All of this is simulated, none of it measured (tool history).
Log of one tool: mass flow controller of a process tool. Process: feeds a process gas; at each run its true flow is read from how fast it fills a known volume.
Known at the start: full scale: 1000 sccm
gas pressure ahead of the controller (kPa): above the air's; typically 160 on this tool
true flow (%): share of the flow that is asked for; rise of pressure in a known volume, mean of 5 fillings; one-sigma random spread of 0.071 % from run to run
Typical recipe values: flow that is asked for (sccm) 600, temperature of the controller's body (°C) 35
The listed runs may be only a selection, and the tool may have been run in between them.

run,hour,flow that is asked for (sccm),gas pressure ahead of the controller (kPa),temperature of the controller's body (°C),true flow (%)
1,0,600,160,35,99.48
2,214.9,600,160,35,99.42
3,427.6,133,160,35,98.17
4,570.8,133,160,35,98.24
5,755.9,133,160,35,98.35
6,914.4,133,160,35,98.31
7,1030.1,483,160,35,99.5
8,1144.9,600,168,35,99.53
9,1259.8,600,168,35,99.65

Run 10 has not been measured yet. What should we expect?
10,1386.2,217,160,28,?

{"run 10": {"true flow (%)": 98.32}}
Take away the tool's hidden state, keep the run-to-run variation as it was, and the same run would have given true flow (%) 97.97.
